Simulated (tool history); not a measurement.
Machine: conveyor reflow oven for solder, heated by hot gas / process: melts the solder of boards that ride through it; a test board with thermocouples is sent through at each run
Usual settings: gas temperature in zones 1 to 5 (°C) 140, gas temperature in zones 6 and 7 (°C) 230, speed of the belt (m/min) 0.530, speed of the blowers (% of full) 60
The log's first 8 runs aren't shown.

run	hour	gas temperature in zones 1 to 5 (°C)	gas temperature in zones 6 and 7 (°C)	speed of the belt (m/min)	speed of the blowers (% of full)	hours of work since the flux was cleaned out	hours of work since the belt drive was overhauled	hours of work since the thermocouples were changed	highest temperature of the board (°C)	time above the solder's melting point (s)
9	241.6	140	230	0.530	60	257	389	379	212.3	47.2
10	265.0	140	230	0.530	60	270	402	392	212.6	47.8
11	298.2	140	244	0.530	60	289	421	411	224.4	55.6
12	322.6	140	244	0.530	60	302	434	424	224.3	55.9
13	345.2	140	230	0.530	60	315	447	437	212.2	48.0
14	374.8	140	230	0.530	50	331	464	453	209.7	45.3
15	398.9	140	230	0.530	50	345	477	467	210.1	45.4
# hour 432.9: flux residue cleaned out of gas plates and filters
16	443.1	126	233	0.495	50	6	499	489	212.0	47.1
17	478.7	147	231	0.495	57	26	519	509	216.5	57.1
18	509.4	147	236	0.495	87	43	536	526	225.1	62.9
19	546.7	147	236	0.495	87	64	557	547	225.1	63.8
20	577.3	151	229	0.530	56	81	574	564	213.5	53.1
21	608.6	136	227	0.437	80	98	592	581	217.9	63.7
22	638.2	140	245	0.495	52	115	608	598	226.2	61.3
23	673.1	144	241	0.491	72	134	628	617	227.8	63.9
24	697.2	144	241	0.491	72	148	641	631	227.6	63.7
25	726.2	140	242	0.503	60	164	657	647	225.1	59.5
26	757.3	134	222	0.436	60	181	675	664	210.3	55.0

What will run 27 give?
27	795.2	134	222	0.436	60	202	696	685	?	?

highest temperature of the board (°C): 209.6
time above the solder's melting point (s): 56.1
Minus the tool's unlogged condition, the same run would have read highest temperature of the board (°C) 209.7, time above the solder's melting point (s) 56.1.
